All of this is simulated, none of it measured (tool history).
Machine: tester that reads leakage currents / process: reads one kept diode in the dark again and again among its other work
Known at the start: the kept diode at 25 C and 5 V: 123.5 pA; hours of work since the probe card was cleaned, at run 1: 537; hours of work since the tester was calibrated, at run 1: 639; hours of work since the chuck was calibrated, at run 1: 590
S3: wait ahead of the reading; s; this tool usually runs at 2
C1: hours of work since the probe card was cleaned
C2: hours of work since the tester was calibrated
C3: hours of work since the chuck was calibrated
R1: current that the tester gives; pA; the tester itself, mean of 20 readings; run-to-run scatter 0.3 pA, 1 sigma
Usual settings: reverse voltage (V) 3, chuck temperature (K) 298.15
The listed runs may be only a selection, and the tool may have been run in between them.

{"run": 1, "hour": 0.0, "reverse voltage (V)": 3, "chuck temperature (K)": 298.15, "S3": 2, "C1": 537, "C2": 639, "C3": 590, "R1": 91.97}
{"run": 2, "hour": 27.9, "reverse voltage (V)": 3, "chuck temperature (K)": 298.15, "S3": 2, "C1": 557, "C2": 659, "C3": 610, "R1": 91.57}
{"run": 3, "hour": 65.5, "reverse voltage (V)": 3, "chuck temperature (K)": 321.15, "S3": 2, "C1": 585, "C2": 686, "C3": 637, "R1": 434.73}
{"run": 4, "hour": 106.3, "reverse voltage (V)": 3, "chuck temperature (K)": 321.15, "S3": 2, "C1": 614, "C2": 716, "C3": 667, "R1": 432.05}
{"run": 5, "hour": 134.5, "reverse voltage (V)": 5.41, "chuck temperature (K)": 321.15, "S3": 2, "C1": 634, "C2": 736, "C3": 687, "R1": 556.58}
{"run": 6, "hour": 184.4, "reverse voltage (V)": 3, "chuck temperature (K)": 297.15, "S3": 2, "C1": 670, "C2": 772, "C3": 723, "R1": 84.17}
{"hour": 205.5, "done": "chuck's temperature calibrated"}
{"run": 7, "hour": 245.4, "reverse voltage (V)": 3, "chuck temperature (K)": 307.15, "S3": 2, "C1": 713, "C2": 814, "C3": 29, "R1": 188.13}
{"run": 8, "hour": 286.7, "reverse voltage (V)": 3, "chuck temperature (K)": 307.15, "S3": 2, "C1": 743, "C2": 844, "C3": 59, "R1": 186.53}
{"run": 9, "hour": 317.9, "reverse voltage (V)": 3, "chuck temperature (K)": 304.15, "S3": 2, "C1": 765, "C2": 867, "C3": 81, "R1": 151.14}
{"run": 10, "hour": 369.9, "reverse voltage (V)": 3, "chuck temperature (K)": 298.15, "S3": 2, "C1": 803, "C2": 904, "C3": 119, "R1": 98.42}
{"run": 11, "hour": 416.9, "reverse voltage (V)": 3, "chuck temperature (K)": 298.15, "S3": 2, "C1": 836, "C2": 938, "C3": 152, "R1": 98.35}
{"run": 12, "hour": 471.6, "reverse voltage (V)": 3, "chuck temperature (K)": 298.15, "S3": 2, "C1": 876, "C2": 977, "C3": 192, "R1": 98.45}
{"run": 13, "hour": 504.3, "reverse voltage (V)": 3, "chuck temperature (K)": 303.15, "S3": 1.53, "C1": 899, "C2": 1001, "C3": 215, "R1": 138.36}
{"run": 14, "hour": 550.6, "reverse voltage (V)": 3, "chuck temperature (K)": 303.15, "S3": 1.53, "C1": 933, "C2": 1034, "C3": 249, "R1": 138.36}
{"run": 15, "hour": 584.4, "reverse voltage (V)": 1.47, "chuck temperature (K)": 303.15, "S3": 0.37, "C1": 957, "C2": 1059, "C3": 273, "R1": 101.07}
{"run": 16, "hour": 640.6, "reverse voltage (V)": 1.47, "chuck temperature (K)": 303.15, "S3": 0.37, "C1": 998, "C2": 1099, "C3": 314, "R1": 100.47}

The next listed run, before its measurement:
{"run": 17, "hour": 680.8, "reverse voltage (V)": 1.47, "chuck temperature (K)": 303.15, "S3": 0.37, "C1": 1027, "C2": 1128, "C3": 343, "R1": "?"}

For run 17 the tool returned R1 99.69 pA.
Were there no unlogged condition in the tool, this run, its random variation unchanged, would have produced R1 105.55 pA.

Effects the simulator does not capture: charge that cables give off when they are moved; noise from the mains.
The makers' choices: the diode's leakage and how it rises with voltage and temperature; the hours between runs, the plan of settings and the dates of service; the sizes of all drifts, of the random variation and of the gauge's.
